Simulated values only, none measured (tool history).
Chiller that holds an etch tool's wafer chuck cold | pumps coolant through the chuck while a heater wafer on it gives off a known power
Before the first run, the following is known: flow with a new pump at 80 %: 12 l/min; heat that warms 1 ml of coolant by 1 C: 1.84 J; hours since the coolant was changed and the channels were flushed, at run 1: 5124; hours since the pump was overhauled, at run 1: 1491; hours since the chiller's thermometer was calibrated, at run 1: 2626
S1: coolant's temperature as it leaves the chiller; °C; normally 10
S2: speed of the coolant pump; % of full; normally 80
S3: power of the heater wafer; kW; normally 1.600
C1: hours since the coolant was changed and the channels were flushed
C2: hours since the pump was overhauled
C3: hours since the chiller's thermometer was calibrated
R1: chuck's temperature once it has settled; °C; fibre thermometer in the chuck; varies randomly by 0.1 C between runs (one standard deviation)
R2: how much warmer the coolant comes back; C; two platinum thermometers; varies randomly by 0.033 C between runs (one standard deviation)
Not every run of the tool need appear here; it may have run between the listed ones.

run	hour	S1	S2	S3	C1	C2	C3	R1	R2
1	0.0	10	80	1.600	5124	1491	2626	27.5	4.52
2	63.4	10	85	1.600	5187	1554	2690	26.7	4.17
3	137.2	10	85	1.600	5261	1628	2763	26.8	4.31
4	213.6	10	85	1.600	5337	1705	2840	26.7	4.36
5	296.1	10	80	1.600	5420	1787	2922	27.9	4.56
6	373.7	10	80	1.893	5498	1865	3000	31.2	5.40
7	452.1	10	96	1.893	5576	1943	3078	28.0	4.52
8	520.4	10	96	1.893	5644	2011	3147	28.2	4.50
9	577.3	10	96	1.893	5701	2068	3204	28.1	4.54
10	659.8	10	96	1.893	5784	2151	3286	28.1	4.48
11	709.5	10	96	1.893	5833	2201	3336	28.4	4.58
12	782.4	10	96	1.893	5906	2273	3409	28.4	4.59
13	847.7	10	96	1.893	5972	2339	3474	28.7	4.53
14	915.6	10	80	1.600	6040	2407	3542	28.5	4.62
15	959.2	10	80	1.600	6083	2450	3585	28.7	4.63
# hour 965.7: chiller's thermometer calibrated
16	1043.5	10	80	1.600	6166	2534	78	28.7	4.68
17	1116.0	12	80	1.268	6239	2606	150	27.0	3.70
# hour 1166.1: chiller's thermometer calibrated, once more
18	1168.2	10	80	1.108	6290	2657	2	22.8	3.24
# hour 1194.6: coolant changed, channels flushed
19	1208.5	10	85	0.995	14	2692	36	19.5	2.70
20	1289.3	9	83	0.995	95	2772	117	18.5	2.80
21	1355.8	12	90	2.279	161	2839	184	32.5	5.84
22	1411.6	10	80	0.915	217	2895	239	19.2	2.66
23	1478.1	2	79	2.018	284	2961	306	22.6	5.99
24	1535.6	2	70	1.484	341	3019	363	18.9	5.05
25	1574.2	18	80	0.852	380	3057	402	26.5	2.52
26	1609.6	17	78	0.821	415	3093	437	25.7	2.47
27	1675.9	10	80	2.054	481	3159	504	30.6	6.10
28	1727.9	10	80	2.054	533	3211	556	31.0	6.01
29	1787.5	10	80	2.054	593	3271	615	30.8	6.04
30	1828.7	10	80	2.054	634	3312	657	30.9	6.01
31	1882.7	10	89	1.204	688	3366	711	21.1	3.21

Forecast each of these 3 alternatives for the next run:
A	1946.3	10	97	1.514	752	3429	774	?	?
B	1946.3	19	61	1.845	752	3429	774	?	?
C	1946.3	10	89	1.129	752	3429	774	?	?

run	R1	R2
A	23.2	3.71
B	43.2	7.21
C	20.6	2.99
The same runs, with their run-to-run variation unchanged, on a tool lacking any hidden condition would have given:
run	R1	R2
A	21.9	3.40
B	41.0	6.61
C	19.5	2.73
